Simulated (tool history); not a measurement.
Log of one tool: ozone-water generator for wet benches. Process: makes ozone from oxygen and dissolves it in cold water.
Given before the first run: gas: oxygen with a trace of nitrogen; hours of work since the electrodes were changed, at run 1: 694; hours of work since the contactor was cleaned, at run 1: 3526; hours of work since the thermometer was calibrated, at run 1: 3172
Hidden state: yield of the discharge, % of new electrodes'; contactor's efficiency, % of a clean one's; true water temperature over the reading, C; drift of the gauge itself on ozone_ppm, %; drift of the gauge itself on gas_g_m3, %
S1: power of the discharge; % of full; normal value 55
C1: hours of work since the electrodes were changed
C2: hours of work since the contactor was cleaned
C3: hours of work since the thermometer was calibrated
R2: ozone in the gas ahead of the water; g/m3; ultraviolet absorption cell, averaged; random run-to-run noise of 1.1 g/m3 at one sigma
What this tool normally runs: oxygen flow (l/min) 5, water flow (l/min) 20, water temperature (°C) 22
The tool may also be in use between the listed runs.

run 1 day=0 | S1=55 oxygen_flow_(l/min)=5 water_flow_(l/min)=20 water_temperature_(°C)=22 | C1=694 C2=3526 C3=3172 | dissolved_ozone_(ppm)=14.4 R2=189.4
run 2 day=8.996 | S1=55 oxygen_flow_(l/min)=5 water_flow_(l/min)=20 water_temperature_(°C)=22 | C1=826 C2=3658 C3=3304 | dissolved_ozone_(ppm)=14.2 R2=188.4
-- day=14.571 water thermometer calibrated
run 3 day=15.396 | S1=55 oxygen_flow_(l/min)=5 water_flow_(l/min)=20 water_temperature_(°C)=22 | C1=920 C2=3752 C3=12 | dissolved_ozone_(ppm)=14.2 R2=188.2
run 4 day=21.204 | S1=43 oxygen_flow_(l/min)=5 water_flow_(l/min)=20 water_temperature_(°C)=22 | C1=1005 C2=3838 C3=98 | dissolved_ozone_(ppm)=11.3 R2=151.5
run 5 day=29.975 | S1=43 oxygen_flow_(l/min)=5 water_flow_(l/min)=20 water_temperature_(°C)=22 | C1=1134 C2=3966 C3=226 | dissolved_ozone_(ppm)=11.2 R2=150.8
run 6 day=36.725 | S1=66 oxygen_flow_(l/min)=5.55 water_flow_(l/min)=21 water_temperature_(°C)=23 | C1=1233 C2=4066 C3=326 | dissolved_ozone_(ppm)=15.3 R2=207.1
run 7 day=40.879 | S1=48 oxygen_flow_(l/min)=5 water_flow_(l/min)=20 water_temperature_(°C)=15 | C1=1294 C2=4127 C3=387 | dissolved_ozone_(ppm)=13.9 R2=167.9
run 8 day=46.088 | S1=48 oxygen_flow_(l/min)=5 water_flow_(l/min)=20 water_temperature_(°C)=15 | C1=1371 C2=4203 C3=463 | dissolved_ozone_(ppm)=13.7 R2=165.7
run 9 day=50.325 | S1=48 oxygen_flow_(l/min)=5 water_flow_(l/min)=20 water_temperature_(°C)=15 | C1=1433 C2=4266 C3=526 | dissolved_ozone_(ppm)=13.4 R2=166.1
-- day=54.983 water thermometer calibrated, once more
run 10 day=55.925 | S1=67 oxygen_flow_(l/min)=3.95 water_flow_(l/min)=27 water_temperature_(°C)=15 | C1=1515 C2=4348 C3=14 | dissolved_ozone_(ppm)=14.2 R2=260.5

Some steps in dissolved ozone (ppm), run to run, broken into two amounts with sign: the step expected even without the hidden condition (settings, incoming material, random variation), and the rest, left for the hidden condition together with whatever gauge scatter is not in both the measured and the hidden-condition-free result:
Run 5 -> 6: S1 43 -> 66, oxygen flow (l/min) 5 -> 5.55, water flow (l/min) 20 -> 21, water temperature (°C) 22 -> 23. dissolved ozone (ppm) +4.1: hidden state -0.6, all else +4.7.

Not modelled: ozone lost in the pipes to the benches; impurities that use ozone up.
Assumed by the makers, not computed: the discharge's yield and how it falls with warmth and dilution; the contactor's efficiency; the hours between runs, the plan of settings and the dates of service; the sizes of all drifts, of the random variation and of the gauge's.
